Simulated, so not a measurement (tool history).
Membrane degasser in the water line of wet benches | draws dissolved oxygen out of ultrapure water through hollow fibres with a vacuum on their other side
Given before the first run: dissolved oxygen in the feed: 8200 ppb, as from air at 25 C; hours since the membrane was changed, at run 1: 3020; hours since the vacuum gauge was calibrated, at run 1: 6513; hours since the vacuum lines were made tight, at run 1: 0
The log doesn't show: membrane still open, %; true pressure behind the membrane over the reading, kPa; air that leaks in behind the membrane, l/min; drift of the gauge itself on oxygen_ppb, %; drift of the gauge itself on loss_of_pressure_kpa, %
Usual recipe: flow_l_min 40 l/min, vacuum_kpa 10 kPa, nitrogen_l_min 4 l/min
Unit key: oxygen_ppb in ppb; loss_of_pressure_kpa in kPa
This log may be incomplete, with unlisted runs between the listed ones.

run	day	flow_l_min	vacuum_kpa	nitrogen_l_min	hours since the membrane was changed	hours since the vacuum gauge was calibrated	hours since the vacuum lines were made tight	oxygen_ppb	loss_of_pressure_kpa
1	0	40	10	4	3020	6513	0	193.2	42.82
2	4.554	40	10	4	3129	6622	109	195.5	42.55
3	7.338	40	10	4	3196	6689	176	193.1	42.56
4	10.467	40	10	4	3271	6764	251	192.1	42.43
5	13.5	40	10	4	3344	6837	324	197.2	42.41
6	16.025	40	10	4	3404	6898	385	195.1	42.11
# day 17.246: vacuum gauge calibrated
7	21.533	40	10	4	3536	103	516	192.8	42.35
8	24.983	40	10	4	3619	186	599	195.3	42.24
9	30.717	40	10	4	3756	323	737	194.7	42.06
10	35.171	40	10	4	3863	430	844	192.6	42.1
11	39.5	40	10	4	3967	534	947	196.5	42.05
12	44.042	40	10	5.64	4076	643	1056	147.2	42.12
# day 46.467: gauge calibrated
13	48.108	40	10	5.64	4174	741	1154	150	42.71
14	51.417	40	10	5.64	4253	820	1233	149.3	42.65
15	56.625	40	10	5.64	4378	945	1358	150.9	42.54
16	61.1	40	10	4	4485	1053	1466	195	42.72
17	63.929	30	10	4.46	4553	1120	1534	124.9	31.94
18	68.438	54	24.6	3.4	4662	1229	1642	782.5	57.23
19	73.208	40	10.3	9.02	4776	1343	1757	112.1	42.08
20	77.604	26	12	9.54	4882	1449	1862	67.7	27.16
21	80.479	26	12.5	9.54	4951	1518	1931	71.3	27.11
22	85.896	34	7.4	6.01	5081	1648	2061	79.8	35.55
23	88.438	40	19.9	2.75	5142	1709	2122	558.4	41.66
24	94.046	36	12.7	11.66	5276	1843	2257	99.4	37.5
25	96.846	36	12.7	11.66	5343	1910	2324	98.4	37.35
26	102.538	36	12.7	11.66	5480	2047	2460	99.1	37.55
27	105.433	36	9.1	11.66	5549	2117	2530	70.9	37.16
28	107.962	36	9.1	11.66	5610	2177	2591	72.1	36.96
29	113.204	38	13.5	3.75	5736	2303	2716	266.8	39.15
30	116.721	57	10	3.73	5820	2387	2801	316.9	58.44
31	122.458	57	10	3.73	5958	2525	2938	313.9	58.46

How would selected steps in loss_of_pressure_kpa from run to run divide? Give the signed amount a tool lacking its hidden state would still show from settings, what came in and random variation, and the signed amount left for the hidden state, including any gauge scatter that is not in both of the compared results.
Run 12 -> 13: gauge calibrated. loss_of_pressure_kpa +0.59 kPa: hidden state +1, all else -0.41.
Run 17 -> 18: flow_l_min 30 -> 54, vacuum_kpa 10 -> 24.6, nitrogen_l_min 4.46 -> 3.4. loss_of_pressure_kpa +25.29 kPa: hidden state -0.39, all else +25.68.
Run 18 -> 19: flow_l_min 54 -> 40, vacuum_kpa 24.6 -> 10.3, nitrogen_l_min 3.4 -> 9.02. loss_of_pressure_kpa -15.15 kPa: hidden state +0.07, all else -15.22.
Run 29 -> 30: flow_l_min 38 -> 57, vacuum_kpa 13.5 -> 10, nitrogen_l_min 3.75 -> 3.73. loss_of_pressure_kpa +19.29 kPa: hidden state -0.85, all else +20.14.

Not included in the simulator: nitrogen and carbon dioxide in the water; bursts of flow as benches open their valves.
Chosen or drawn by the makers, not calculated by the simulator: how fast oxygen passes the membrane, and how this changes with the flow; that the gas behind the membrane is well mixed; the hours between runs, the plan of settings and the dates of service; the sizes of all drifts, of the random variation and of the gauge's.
